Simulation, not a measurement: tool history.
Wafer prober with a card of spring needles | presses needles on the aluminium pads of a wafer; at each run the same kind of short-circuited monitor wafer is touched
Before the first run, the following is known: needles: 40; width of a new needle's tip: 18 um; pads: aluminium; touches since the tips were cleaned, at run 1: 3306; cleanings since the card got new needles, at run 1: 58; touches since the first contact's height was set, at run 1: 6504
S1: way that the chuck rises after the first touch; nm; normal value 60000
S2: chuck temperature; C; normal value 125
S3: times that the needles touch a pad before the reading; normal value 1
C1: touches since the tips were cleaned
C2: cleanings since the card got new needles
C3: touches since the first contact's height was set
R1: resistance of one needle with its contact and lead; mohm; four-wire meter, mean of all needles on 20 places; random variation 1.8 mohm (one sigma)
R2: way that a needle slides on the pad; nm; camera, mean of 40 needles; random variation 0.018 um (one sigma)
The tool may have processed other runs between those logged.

run	day	S1	S2	S3	C1	C2	C3	R1	R2
1	0	60000	125	1	3306	58	6504	181	12710
# day 0.288: tips cleaned on abrasive film
# day 0.954: tips cleaned on abrasive film
2	1.258	60000	125	1	3451	60	20668	182	12700
# day 1.662: tips cleaned on abrasive film
# day 2.296: tips cleaned on abrasive film
# day 2.962: tips cleaned on abrasive film
3	2.971	60000	125	1	93	63	39890	182	12730
# day 3.604: tips cleaned on abrasive film
# day 4.196: tips cleaned on abrasive film
4	4.196	60000	125	1	0	65	53645	182	12720
# day 4.892: tips cleaned on abrasive film
# day 5.529: tips cleaned on abrasive film
5	6.054	60000	125	1	5947	67	74611	184	12760
# day 6.2: tips cleaned on abrasive film
# day 6.788: tips cleaned on abrasive film
6	7.192	60000	125	2	4571	69	87376	184	12760
# day 7.479: tips cleaned on abrasive film
# day 8.183: tips cleaned on abrasive film
7	8.183	60000	120	1	0	71	98499	179	12740
# day 8.871: tips cleaned on abrasive film
8	9.025	60000	125	1	1764	72	108010	183	12760
# day 9.529: tips cleaned on abrasive film
9	10.067	60000	125	2	6118	73	119752	181	12760
# day 10.212: tips cleaned on abrasive film
# day 10.829: tips cleaned on abrasive film
# day 11.421: tips cleaned on abrasive film
10	11.458	57000	125	1	432	76	135335	183	12120
# day 12.079: tips cleaned on abrasive film
# day 12.738: tips cleaned on abrasive film
11	12.962	57000	125	1	2531	78	152274	182	12150
# day 13.333: tips cleaned on abrasive film
# day 13.904: tips cleaned on abrasive film
12	14.225	60000	39	1	3642	80	166465	167	12730
# day 14.479: tips cleaned on abrasive film
# day 15.096: tips cleaned on abrasive film
# day 15.775: tips cleaned on abrasive film
13	15.833	44000	39	1	643	83	184533	170	9380
# day 16.383: tips cleaned on abrasive film
# day 17.038: tips cleaned on abrasive film
# day 17.65: tips cleaned on abrasive film
14	17.792	60000	125	1	1596	86	206549	181	12810
# day 18.358: tips cleaned on abrasive film
15	18.767	60000	102	1	4593	87	217534	177	12820
# day 19.012: tips cleaned on abrasive film
# day 19.196: height of the first contact set anew
# day 19.683: tips cleaned on abrasive film
16	19.683	61000	49	2	0	89	5430	166	13060
# day 20.308: tips cleaned on abrasive film
# day 20.892: tips cleaned on abrasive film
# day 21.492: tips cleaned on abrasive film
17	21.754	60000	125	2	2981	92	28750	181	12830
# day 22.092: tips cleaned on abrasive film
# day 22.738: tips cleaned on abrasive film
# day 23.304: tips cleaned on abrasive film
18	23.729	75000	53	2	4798	95	50953	167	16090
# day 23.95: tips cleaned on abrasive film
# day 24.658: tips cleaned on abrasive film
# day 25.296: tips cleaned on abrasive film
19	25.358	45000	124	2	696	98	69265	186	9640
# day 26: tips cleaned on abrasive film
# day 26.662: tips cleaned on abrasive film
20	27.05	43000	26	2	4385	100	88330	165	9230
# day 27.333: tips cleaned on abrasive film
# day 28.025: tips cleaned on abrasive film
# day 28.658: tips cleaned on abrasive film
21	28.733	78000	125	2	824	103	107207	180	16770
# day 29.238: tips cleaned on abrasive film
# day 29.883: tips cleaned on abrasive film
22	30.254	55000	60	2	4231	105	124363	172	11840
# day 30.508: tips cleaned on abrasive film
# day 31.108: tips cleaned on abrasive film
# day 31.696: tips cleaned on abrasive film
23	31.746	50000	73	2	606	108	141101	172	10750
# day 32.308: tips cleaned on abrasive film
# day 32.938: tips cleaned on abrasive film
24	33.233	50000	83	2	3357	110	157842	176	10780
# day 33.592: tips cleaned on abrasive film
# day 34.288: tips cleaned on abrasive film
# day 34.975: tips cleaned on abrasive film
25	35.133	50000	83	2	1776	113	179194	177	10800
# day 35.654: tips cleaned on abrasive film
# day 36.308: tips cleaned on abrasive film
26	36.717	53000	125	1	4604	115	197006	184	11420
# day 37: tips cleaned on abrasive film
# day 37.65: tips cleaned on abrasive film
# day 38.296: tips cleaned on abrasive film
27	38.771	53000	125	1	5340	118	220105	184	11440
# day 38.917: tips cleaned on abrasive film
# day 38.929: height of the first contact set anew
# day 39.592: tips cleaned on abrasive film
28	39.729	53000	125	1	1557	120	9030	179	11480

Across each entry between runs, compare the hidden state at the last listed run before it with the hidden state at the first listed run after it:
Runs 1 to 2: tips cleaned on abrasive film (day 0.288); tips cleaned on abrasive film (day 0.954)
  debris on the tips, nm: 2.7 -> 2.8; drift of the gauge itself on scrub_um, %: 0 -> 0.07
  difference, measured minus the result without the unlogged condition, R2: +0 -> +10 nm
Runs 2 to 3: tips cleaned on abrasive film (day 1.662); tips cleaned on abrasive film (day 2.296); tips cleaned on abrasive film (day 2.962)
  debris on the tips, nm: 2.8 -> 0.4; way that the needles fall short of the set height, um: 0 -> 0.01; drift of the gauge itself on scrub_um, %: 0.07 -> 0.16
  difference, measured minus the result without the unlogged condition, R2: +10 -> +20 nm
Runs 3 to 4: tips cleaned on abrasive film (day 3.604); tips cleaned on abrasive film (day 4.196)
  drift of the gauge itself on scrub_um, %: 0.16 -> 0.22
  difference, measured minus the result without the unlogged condition, R2: +20 -> +20 nm
Runs 4 to 5: tips cleaned on abrasive film (day 4.892); tips cleaned on abrasive film (day 5.529)
  debris on the tips, nm: 0.4 -> 3.8; way that the needles fall short of the set height, um: 0.01 -> 0.02; tips' diameter, um: 18.03 -> 18.04; drift of the gauge itself on scrub_um, %: 0.22 -> 0.32
  difference, measured minus the result without the unlogged condition, R2: +20 -> +40 nm
Runs 5 to 6: tips cleaned on abrasive film (day 6.2); tips cleaned on abrasive film (day 6.788)
  debris on the tips, nm: 3.8 -> 3.5; drift of the gauge itself on scrub_um, %: 0.32 -> 0.38
  difference, measured minus the result without the unlogged condition, R2: +40 -> +50 nm
Runs 6 to 7: tips cleaned on abrasive film (day 7.479); tips cleaned on abrasive film (day 8.183)
  debris on the tips, nm: 3.5 -> 0.4; drift of the gauge itself on scrub_um, %: 0.38 -> 0.43
  difference, measured minus the result without the unlogged condition, R2: +50 -> +50 nm
Runs 7 to 8: tips cleaned on abrasive film (day 8.871)
  debris on the tips, nm: 0.4 -> 1.9; drift of the gauge itself on scrub_um, %: 0.43 -> 0.48
  difference, measured minus the result without the unlogged condition, R2: +50 -> +50 nm
Runs 8 to 9: tips cleaned on abrasive film (day 9.529)
  debris on the tips, nm: 1.9 -> 3.8; drift of the gauge itself on scrub_um, %: 0.48 -> 0.53
  difference, measured minus the result without the unlogged condition, R2: +50 -> +70 nm
Runs 9 to 10: tips cleaned on abrasive film (day 10.212); tips cleaned on abrasive film (day 10.829); tips cleaned on abrasive film (day 11.421)
  debris on the tips, nm: 3.8 -> 0.8; way that the needles fall short of the set height, um: 0.02 -> 0.03; drift of the gauge itself on scrub_um, %: 0.53 -> 0.6
  difference, measured minus the result without the unlogged condition, R2: +70 -> +70 nm
Runs 10 to 11: tips cleaned on abrasive film (day 12.079); tips cleaned on abrasive film (day 12.738)
  debris on the tips, nm: 0.8 -> 2.3; drift of the gauge itself on scrub_um, %: 0.6 -> 0.68
  difference, measured minus the result without the unlogged condition, R2: +70 -> +70 nm
Runs 11 to 12: tips cleaned on abrasive film (day 13.333); tips cleaned on abrasive film (day 13.904)
  debris on the tips, nm: 2.3 -> 2.9; drift of the gauge itself on scrub_um, %: 0.68 -> 0.75
  difference, measured minus the result without the unlogged condition, R2: +70 -> +80 nm
Runs 12 to 13: tips cleaned on abrasive film (day 14.479); tips cleaned on abrasive film (day 15.096); tips cleaned on abrasive film (day 15.775)
  debris on the tips, nm: 2.9 -> 1; way that the needles fall short of the set height, um: 0.03 -> 0.04; drift of the gauge itself on scrub_um, %: 0.75 -> 0.83
  difference, measured minus the result without the unlogged condition, R2: +80 -> +70 nm
Runs 13 to 14: tips cleaned on abrasive film (day 16.383); tips cleaned on abrasive film (day 17.038); tips cleaned on abrasive film (day 17.65)
  debris on the tips, nm: 1 -> 1.6; tips' diameter, um: 18.04 -> 18.05; drift of the gauge itself on scrub_um, %: 0.83 -> 0.94
  difference, measured minus the result without the unlogged condition, R2: +70 -> +110 nm
Runs 14 to 15: tips cleaned on abrasive film (day 18.358)
  debris on the tips, nm: 1.6 -> 3.1; drift of the gauge itself on scrub_um, %: 0.94 -> 0.99
  difference, measured minus the result without the unlogged condition, R2: +110 -> +120 nm
Runs 15 to 16: tips cleaned on abrasive film (day 19.012); height of the first contact set anew (day 19.196); tips cleaned on abrasive film (day 19.683)
  debris on the tips, nm: 3.1 -> 0.5; way that the needles fall short of the set height, um: 0.04 -> 0; drift of the gauge itself on scrub_um, %: 0.99 -> 1.04
  difference, measured minus the result without the unlogged condition, R2: +120 -> +140 nm
Runs 16 to 17: tips cleaned on abrasive film (day 20.308); tips cleaned on abrasive film (day 20.892); tips cleaned on abrasive film (day 21.492)
  debris on the tips, nm: 0.5 -> 2.6; way that the needles fall short of the set height, um: 0 -> 0.01; drift of the gauge itself on scrub_um, %: 1.04 -> 1.15
  difference, measured minus the result without the unlogged condition, R2: +140 -> +140 nm
Runs 17 to 18: tips cleaned on abrasive film (day 22.092); tips cleaned on abrasive film (day 22.738); tips cleaned on abrasive film (day 23.304)
  debris on the tips, nm: 2.6 -> 3; drift of the gauge itself on scrub_um, %: 1.15 -> 1.25
  difference, measured minus the result without the unlogged condition, R2: +140 -> +190 nm
Runs 18 to 19: tips cleaned on abrasive film (day 23.95); tips cleaned on abrasive film (day 24.658); tips cleaned on abrasive film (day 25.296)
  debris on the tips, nm: 3 -> 0.8; way that the needles fall short of the set height, um: 0.01 -> 0.02; drift of the gauge itself on scrub_um, %: 1.25 -> 1.34
  difference, measured minus the result without the unlogged condition, R2: +190 -> +130 nm
Runs 19 to 20: tips cleaned on abrasive film (day 26); tips cleaned on abrasive film (day 26.662)
  debris on the tips, nm: 0.8 -> 3.5; drift of the gauge itself on scrub_um, %: 1.34 -> 1.42
  difference, measured minus the result without the unlogged condition, R2: +130 -> +130 nm
Runs 20 to 21: tips cleaned on abrasive film (day 27.333); tips cleaned on abrasive film (day 28.025); tips cleaned on abrasive film (day 28.658)
  debris on the tips, nm: 3.5 -> 1.3; drift of the gauge itself on scrub_um, %: 1.42 -> 1.51
  difference, measured minus the result without the unlogged condition, R2: +130 -> +250 nm
Runs 21 to 22: tips cleaned on abrasive film (day 29.238); tips cleaned on abrasive film (day 29.883)
  debris on the tips, nm: 1.3 -> 3.3; way that the needles fall short of the set height, um: 0.02 -> 0.03; tips' diameter, um: 18.05 -> 18.06; drift of the gauge itself on scrub_um, %: 1.51 -> 1.59
  difference, measured minus the result without the unlogged condition, R2: +250 -> +180 nm
Runs 22 to 23: tips cleaned on abrasive film (day 30.508); tips cleaned on abrasive film (day 31.108); tips cleaned on abrasive film (day 31.696)
  debris on the tips, nm: 3.3 -> 1; drift of the gauge itself on scrub_um, %: 1.59 -> 1.67
  difference, measured minus the result without the unlogged condition, R2: +180 -> +170 nm
Runs 23 to 24: tips cleaned on abrasive film (day 32.308); tips cleaned on abrasive film (day 32.938)
  debris on the tips, nm: 1 -> 2.6; drift of the gauge itself on scrub_um, %: 1.67 -> 1.75
  difference, measured minus the result without the unlogged condition, R2: +170 -> +170 nm
Runs 24 to 25: tips cleaned on abrasive film (day 33.592); tips cleaned on abrasive film (day 34.288); tips cleaned on abrasive film (day 34.975)
  debris on the tips, nm: 2.6 -> 2; way that the needles fall short of the set height, um: 0.03 -> 0.04; drift of the gauge itself on scrub_um, %: 1.75 -> 1.85
  difference, measured minus the result without the unlogged condition, R2: +170 -> +180 nm
Runs 25 to 26: tips cleaned on abrasive film (day 35.654); tips cleaned on abrasive film (day 36.308)
  debris on the tips, nm: 2 -> 3.4; drift of the gauge itself on scrub_um, %: 1.85 -> 1.93
  difference, measured minus the result without the unlogged condition, R2: +180 -> +200 nm
Runs 26 to 27: tips cleaned on abrasive film (day 37); tips cleaned on abrasive film (day 37.65); tips cleaned on abrasive film (day 38.296)
  debris on the tips, nm: 3.4 -> 3.7; way that the needles fall short of the set height, um: 0.04 -> 0.05; drift of the gauge itself on scrub_um, %: 1.93 -> 2.04
  difference, measured minus the result without the unlogged condition, R2: +200 -> +220 nm
Runs 27 to 28: tips cleaned on abrasive film (day 38.917); height of the first contact set anew (day 38.929); tips cleaned on abrasive film (day 39.592)
  debris on the tips, nm: 3.7 -> 1.9; way that the needles fall short of the set height, um: 0.05 -> 0; drift of the gauge itself on scrub_um, %: 2.04 -> 2.09
  difference, measured minus the result without the unlogged condition, R2: +220 -> +240 nm
